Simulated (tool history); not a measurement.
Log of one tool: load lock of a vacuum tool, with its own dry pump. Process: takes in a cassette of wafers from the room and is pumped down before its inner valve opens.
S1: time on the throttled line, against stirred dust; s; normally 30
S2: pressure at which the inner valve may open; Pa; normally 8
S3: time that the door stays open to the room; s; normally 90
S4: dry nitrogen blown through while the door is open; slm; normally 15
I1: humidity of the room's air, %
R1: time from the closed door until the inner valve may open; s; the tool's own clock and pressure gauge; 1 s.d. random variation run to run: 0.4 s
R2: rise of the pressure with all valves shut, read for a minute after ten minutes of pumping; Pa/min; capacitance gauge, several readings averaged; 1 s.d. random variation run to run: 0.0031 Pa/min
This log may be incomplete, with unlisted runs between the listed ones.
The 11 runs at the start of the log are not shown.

Run 12, day 24.938: usual settings but S1 45 s; I1 46.1. Result: R1 63.7 s, R2 0.373 Pa/min.
Run 13, day 28.325: usual settings but S1 45 s; I1 44. Result: R1 63.3 s, R2 0.392 Pa/min.
Run 14, day 31.804: usual settings; I1 45.3. Result: R1 52.6 s, R2 0.395 Pa/min.
Run 15, day 34.562: usual settings; I1 45.2. Result: R1 53.5 s, R2 0.402 Pa/min.
Run 16, day 38.2: usual settings; I1 46.6. Result: R1 52.9 s, R2 0.416 Pa/min.
Run 17, day 41.929: usual settings; I1 47.5. Result: R1 52.8 s, R2 0.422 Pa/min.
Run 18, day 43.938: usual settings; I1 44.6. Result: R1 52.4 s, R2 0.422 Pa/min.
Run 19, day 47.696: usual settings but S1 49 s, S2 9 Pa, S3 44 s, S4 20 slm; I1 43.4. Result: R1 65.9 s, R2 0.397 Pa/min.
Run 20, day 50.9: usual settings but S1 49 s, S2 9 Pa, S3 44 s, S4 20 slm; I1 44.9. Result: R1 66.2 s, R2 0.402 Pa/min.
Run 21, day 54.121: usual settings but S1 16 s, S3 173 s, S4 10 slm; I1 42.8. Result: R1 43.1 s, R2 0.48 Pa/min.
Run 22, day 55.812: usual settings but S1 29 s, S2 10 Pa, S3 29 s, S4 5 slm; I1 45.6. Result: R1 50.6 s, R2 0.421 Pa/min.
Run 23, day 58.458: usual settings but S2 12 Pa, S3 154 s, S4 30 slm; I1 45.1. Result: R1 50.6 s, R2 0.446 Pa/min.
Run 24, day 61.462: usual settings but S2 12 Pa, S3 154 s, S4 30 slm; I1 45.8. Result: R1 51.9 s, R2 0.455 Pa/min.
Run 25, day 64.612: usual settings but S2 12 Pa, S3 229 s, S4 30 slm; I1 46.9. Result: R1 52.1 s, R2 0.481 Pa/min.
Run 26, day 67.696: usual settings but S1 21 s, S2 7 Pa, S3 229 s, S4 30 slm; I1 47.3. Result: R1 47.5 s, R2 0.486 Pa/min.
Run 27, day 70.05: usual settings but S1 55 s, S4 6 slm; I1 44.7. Result: R1 71.1 s, R2 0.493 Pa/min.
Run 28, day 72.688: usual settings but S1 31 s, S4 32 slm; I1 44.7. Result: R1 53.8 s, R2 0.457 Pa/min.
Run 29, day 76.588: usual settings but S1 31 s, S3 111 s, S4 34 slm; I1 44.8. Result: R1 53.2 s, R2 0.468 Pa/min.
Run 30, day 80.146: usual settings but S1 31 s, S3 42 s, S4 34 slm; I1 48.8. Result: R1 52.9 s, R2 0.458 Pa/min.
Run 31, day 83.283: usual settings but S1 31 s, S3 42 s, S4 34 slm; I1 45.8. Result: R1 54.1 s, R2 0.472 Pa/min.
Run 32, day 85.842: usual settings but S1 31 s, S3 42 s, S4 34 slm; I1 47.3. Result: R1 54.2 s, R2 0.462 Pa/min.
Run 33, day 88.783: usual settings but S1 31 s, S3 42 s, S4 34 slm; I1 43.7. Result: R1 53.3 s, R2 0.464 Pa/min.
Run 34, day 91.288: usual settings but S1 23 s, S2 14 Pa, S3 42 s, S4 34 slm; I1 48.2. Result: R1 45.3 s, R2 0.484 Pa/min.
Run 35, day 93.292: usual settings but S1 23 s, S2 14 Pa, S3 100 s, S4 34 slm; I1 46.3. Result: R1 46.7 s, R2 0.507 Pa/min.
Run 36, day 95.038: usual settings but S1 34 s, S3 47 s, S4 11 slm; I1 47.4. Result: R1 56.2 s, R2 0.506 Pa/min.

4 ways to go on from here, each from the tool as it stands after run 36. What would each give?
Run A, day 98.388: usual settings but S1 50 s, S3 34 s; I1 43.9. Result: R1 ?, R2 ?.
Run B, day 98.388: usual settings but S1 34 s, S2 12 Pa, S3 47 s, S4 6 slm; I1 42.1. Result: R1 ?, R2 ?.
Run C, day 98.388: usual settings but S2 12 Pa, S3 34 s, S4 13 slm; I1 48.6. Result: R1 ?, R2 ?.
Run D, day 98.388: usual settings but S1 34 s, S2 9 Pa, S3 47 s, S4 33 slm; I1 45. Result: R1 ?, R2 ?.

run    R1     R2
  A  67.3  0.499
  B  54.8  0.516
  C  52.4   0.51
  D  55.4  0.499
With no hidden state in the tool, these same runs would have given:
run    R1     R2
  A  66.5  0.046
  B  53.9  0.066
  C  51.4  0.053
  D  54.4  0.041
